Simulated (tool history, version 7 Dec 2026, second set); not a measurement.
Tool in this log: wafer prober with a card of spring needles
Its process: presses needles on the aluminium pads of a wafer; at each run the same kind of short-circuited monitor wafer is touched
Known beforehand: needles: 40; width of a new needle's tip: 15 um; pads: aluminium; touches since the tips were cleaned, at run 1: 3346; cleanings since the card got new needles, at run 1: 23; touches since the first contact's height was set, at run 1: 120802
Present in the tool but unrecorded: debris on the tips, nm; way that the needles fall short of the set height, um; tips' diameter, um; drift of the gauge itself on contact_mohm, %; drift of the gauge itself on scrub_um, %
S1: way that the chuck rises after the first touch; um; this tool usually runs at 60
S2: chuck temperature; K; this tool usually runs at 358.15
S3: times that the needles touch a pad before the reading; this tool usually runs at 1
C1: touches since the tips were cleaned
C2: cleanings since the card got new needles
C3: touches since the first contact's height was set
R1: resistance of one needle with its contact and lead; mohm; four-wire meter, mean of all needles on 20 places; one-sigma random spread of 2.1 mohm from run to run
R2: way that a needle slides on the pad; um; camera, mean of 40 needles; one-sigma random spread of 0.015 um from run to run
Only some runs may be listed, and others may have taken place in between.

run  hour  S1      S2  S3    C1  C2      C3   R1    R2
  1   0.0  60  358.15   1  3346  23  120802  234  7.30
      3.5  -- tips cleaned on abrasive film
  2  11.5  60  358.15   1  2331  24  124111  233  7.34
     18.5  -- tips cleaned on abrasive film
  3  18.5  60  358.15   1     0  25  126127  236  7.29
  4  32.7  60  358.15   1  4119  25  130246  231  7.30
     33.7  -- tips cleaned on abrasive film
  5  43.5  60  358.15   1  2837  26  133343  234  7.32
     49.1  -- tips cleaned on abrasive film
  6  57.2  60  358.15   1  2345  27  137290  236  7.30
     64.4  -- tips cleaned on abrasive film
  7  72.2  60  358.15   1  2266  28  141618  235  7.28
     80.6  -- tips cleaned on abrasive film
  8  86.1  60  358.15   1  1596  29  145625  237  7.32

What does the tool deliver on the next run?
     90.0  -- height of the first contact set anew
     96.8  -- tips cleaned on abrasive film
  9  99.4  60  365.15   1  756  30  2700   ?   ?

{"run 9": {"R1": 236, "R2": 7.29}}
With the hidden condition absent and the run-to-run variation left alone, this run would have shown R1 236 mohm, R2 7.29 um.

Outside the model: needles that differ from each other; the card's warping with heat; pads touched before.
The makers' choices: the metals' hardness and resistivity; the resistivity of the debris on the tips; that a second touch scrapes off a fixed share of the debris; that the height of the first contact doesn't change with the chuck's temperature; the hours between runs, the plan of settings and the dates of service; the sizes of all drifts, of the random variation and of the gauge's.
